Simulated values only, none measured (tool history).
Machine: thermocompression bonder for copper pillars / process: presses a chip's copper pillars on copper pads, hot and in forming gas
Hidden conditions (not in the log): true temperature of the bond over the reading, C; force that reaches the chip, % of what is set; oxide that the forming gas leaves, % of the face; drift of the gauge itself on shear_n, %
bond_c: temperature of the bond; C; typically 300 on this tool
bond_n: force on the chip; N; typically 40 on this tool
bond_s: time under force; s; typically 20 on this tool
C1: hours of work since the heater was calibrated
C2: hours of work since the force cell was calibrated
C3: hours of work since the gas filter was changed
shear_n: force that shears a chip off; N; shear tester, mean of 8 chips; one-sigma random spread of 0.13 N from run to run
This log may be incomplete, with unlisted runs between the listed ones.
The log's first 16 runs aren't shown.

Run 17, hour 302.8: usual settings but bond_c 295 C; C1 84; C2 274; C3 354. Result: shear_n 89.2 N.
Run 18, hour 329.6: usual settings but bond_c 295 C; C1 96; C2 286; C3 366. Result: shear_n 89.0 N.
Run 19, hour 348.8: usual settings but bond_c 295 C; C1 104; C2 295; C3 374. Result: shear_n 89.1 N.
Run 20, hour 367.7: usual settings but bond_c 286 C, bond_n 54 N; C1 112; C2 303; C3 383. Result: shear_n 102.2 N.
Run 21, hour 385.2: usual settings but bond_c 286 C, bond_n 54 N; C1 120; C2 310; C3 390. Result: shear_n 102.1 N.
Run 22, hour 399.6: usual settings but bond_c 303 C, bond_n 45 N, bond_s 11 s; C1 126; C2 317; C3 397. Result: shear_n 87.7 N.
Run 23, hour 426.7: usual settings but bond_c 305 C, bond_n 48 N; C1 138; C2 329; C3 408. Result: shear_n 105.3 N.
Run 24, hour 441.4: usual settings but bond_c 305 C, bond_n 48 N; C1 145; C2 335; C3 415. Result: shear_n 105.5 N.
Run 25, hour 459.9: usual settings but bond_c 281 C, bond_n 51 N, bond_s 22 s; C1 153; C2 343; C3 423. Result: shear_n 98.0 N.
Run 26, hour 486.8: usual settings but bond_c 281 C, bond_n 27 N, bond_s 22 s; C1 164; C2 355; C3 435. Result: shear_n 58.1 N.
At hour 489.5: force cell calibrated.
Run 27, hour 512.1: usual settings but bond_c 325 C, bond_n 45 N, bond_s 22 s; C1 175; C2 10; C3 445. Result: shear_n 111.9 N.
Run 28, hour 535.0: usual settings but bond_c 301 C, bond_n 31 N, bond_s 11 s; C1 185; C2 20; C3 455. Result: shear_n 62.2 N.
Run 29, hour 553.3: usual settings but bond_c 301 C, bond_n 41 N, bond_s 19 s; C1 193; C2 28; C3 463. Result: shear_n 92.5 N.
At hour 556.5: force cell calibrated, once more.
Run 30, hour 567.0: usual settings but bond_c 301 C, bond_n 41 N, bond_s 19 s; C1 198; C2 5; C3 468. Result: shear_n 93.6 N.
Run 31, hour 582.6: usual settings but bond_s 33 s; C1 205; C2 11; C3 475. Result: shear_n 103.0 N.
Run 32, hour 604.9: usual settings but bond_s 33 s; C1 215; C2 21; C3 485. Result: shear_n 103.3 N.
Run 33, hour 624.7: usual settings but bond_s 33 s; C1 223; C2 30; C3 494. Result: shear_n 103.3 N.
At hour 636.7: forming gas filter changed.
Run 34, hour 640.2: usual settings but bond_c 277 C, bond_n 49 N, bond_s 43 s; C1 230; C2 36; C3 2. Result: shear_n 110.0 N.
Run 35, hour 665.0: usual settings but bond_c 285 C, bond_n 49 N, bond_s 31 s; C1 241; C2 47; C3 12. Result: shear_n 108.1 N.
Run 36, hour 688.5: usual settings but bond_c 311 C, bond_n 45 N, bond_s 34 s; C1 251; C2 57; C3 23. Result: shear_n 117.4 N.
Run 37, hour 704.5: usual settings but bond_n 47 N; C1 258; C2 64; C3 30. Result: shear_n 104.9 N.

What if the next run were any one of these 5? Each begins from the tool's condition after run 37:
Run A, hour 730.1: usual settings but bond_c 315 C, bond_n 28 N, bond_s 11 s; C1 269; C2 76; C3 41. Result: shear_n ?.
Run B, hour 730.1: usual settings but bond_c 294 C, bond_n 39 N, bond_s 16 s; C1 269; C2 76; C3 41. Result: shear_n ?.
Run C, hour 730.1: usual settings but bond_c 317 C, bond_s 18 s; C1 269; C2 76; C3 41. Result: shear_n ?.
Run D, hour 730.1: usual settings but bond_c 274 C, bond_n 38 N, bond_s 27 s; C1 269; C2 76; C3 41. Result: shear_n ?.
Run E, hour 730.1: usual settings but bond_c 294 C, bond_s 21 s; C1 269; C2 76; C3 41. Result: shear_n ?.

run  shear_n
  A     66.8
  B     85.0
  C    102.4
  D     82.9
  E     92.8
Stripped of hidden state, with their random variation kept, the same runs would have yielded:
run  shear_n
  A     65.5
  B     83.6
  C    101.3
  D     81.3
  E     91.5
